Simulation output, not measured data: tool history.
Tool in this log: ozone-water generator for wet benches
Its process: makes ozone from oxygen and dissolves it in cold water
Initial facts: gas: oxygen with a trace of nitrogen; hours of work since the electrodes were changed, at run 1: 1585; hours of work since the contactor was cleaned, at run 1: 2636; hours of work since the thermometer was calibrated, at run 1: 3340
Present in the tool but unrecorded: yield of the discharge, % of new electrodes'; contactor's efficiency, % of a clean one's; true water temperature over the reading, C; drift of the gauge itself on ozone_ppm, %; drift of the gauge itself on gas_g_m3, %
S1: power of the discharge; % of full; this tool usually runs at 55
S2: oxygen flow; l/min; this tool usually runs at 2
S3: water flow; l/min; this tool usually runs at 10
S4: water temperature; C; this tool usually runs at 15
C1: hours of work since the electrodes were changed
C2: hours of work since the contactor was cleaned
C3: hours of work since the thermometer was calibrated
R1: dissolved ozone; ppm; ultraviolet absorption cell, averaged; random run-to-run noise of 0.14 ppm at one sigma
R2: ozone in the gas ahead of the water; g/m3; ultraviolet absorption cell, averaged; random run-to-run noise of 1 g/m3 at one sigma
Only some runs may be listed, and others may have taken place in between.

| run | hour | S1 | S2 | S3 | S4 | C1 | C2 | C3 | R1 | R2 |
|---|---|---|---|---|---|---|---|---|---|---|
| 1 | 0 | 55 | 2 | 10 | 15 | 1585 | 2636 | 3340 | 14.4 | 167.4 |
| 2 | 180.7 | 55 | 2 | 10 | 15 | 1712 | 2764 | 3468 | 14.5 | 169.8 |
| 3 | 294.2 | 55 | 2 | 10 | 15 | 1792 | 2844 | 3548 | 14.2 | 167 |
| 4 | 382.9 | 55 | 2 | 10 | 15 | 1855 | 2906 | 3610 | 14.5 | 167.5 |
| 5 | 463.1 | 55 | 2 | 10 | 15 | 1911 | 2963 | 3667 | 14.4 | 168.9 |
| 6 | 585.3 | 55 | 2 | 10 | 15 | 1997 | 3049 | 3753 | 14.3 | 165.3 |
| 7 | 736.8 | 55 | 2 | 10 | 11 | 2104 | 3156 | 3860 | 14.9 | 167.4 |
| 8 | 875.8 | 55 | 2 | 11 | 11 | 2202 | 3254 | 3958 | 13.3 | 167.1 |
| 9 | 972.1 | 55 | 2 | 10 | 15 | 2270 | 3322 | 4026 | 14.2 | 167.4 |
| 10 | 1123.1 | 55 | 2 | 10 | 15 | 2377 | 3428 | 4132 | 14.1 | 165.3 |
| 11 | 1284.2 | 62 | 3.51 | 8 | 12 | 2490 | 3542 | 4246 | 18.2 | 125.1 |
| 12 | 1364.2 | 61 | 3.51 | 8 | 12 | 2546 | 3598 | 4302 | 17.8 | 122.2 |
| 13 | 1482.8 | 67 | 1.21 | 11 | 9 | 2630 | 3682 | 4386 | 14.3 | 251.3 |
|  | 1496.5 | water thermometer calibrated |
| 14 | 1582.4 | 96 | 1.21 | 11 | 9 | 2700 | 3751 | 61 | 17.7 | 311 |
| 15 | 1738.1 | 80 | 2.14 | 11 | 9 | 2810 | 3861 | 170 | 16.9 | 192 |
| 16 | 1905.6 | 79 | 2.14 | 15 | 9 | 2928 | 3979 | 288 | 12 | 192.1 |
| 17 | 2055.1 | 79 | 2.14 | 15 | 9 | 3033 | 4085 | 394 | 12.1 | 192.5 |
|  | 2133.2 | water thermometer calibrated, once more |
| 18 | 2238 | 55 | 2 | 15 | 15 | 3162 | 4213 | 74 | 8.9 | 162.5 |
| 19 | 2338.1 | 55 | 1.76 | 8 | 15 | 3232 | 4284 | 144 | 16.9 | 177 |
| 20 | 2422.3 | 48 | 3.06 | 8 | 21 | 3292 | 4343 | 204 | 13.3 | 114.9 |

Alternative continuations, all from the tool just after run 20; predict every row:
| A | 2549.2 | 89 | 1.37 | 6 | 21 | 3381 | 4433 | 293 | ? | ? |
| B | 2549.2 | 81 | 3.06 | 8 | 15 | 3381 | 4433 | 293 | ? | ? |
| C | 2549.2 | 86 | 3.06 | 11 | 13 | 3381 | 4433 | 293 | ? | ? |
| D | 2549.2 | 57 | 3.22 | 8 | 13 | 3381 | 4433 | 293 | ? | ? |

| run | R1 | R2 |
|---|---|---|
| A | 25.9 | 268.9 |
| B | 19.9 | 154.9 |
| C | 16.5 | 161.7 |
| D | 16.7 | 123.5 |
Had the tool no hidden state, the same runs would have come out as:
| run | R1 | R2 |
|---|---|---|
| A | 29.9 | 295.9 |
| B | 22.9 | 169.7 |
| C | 19.2 | 177.7 |
| D | 19 | 133 |
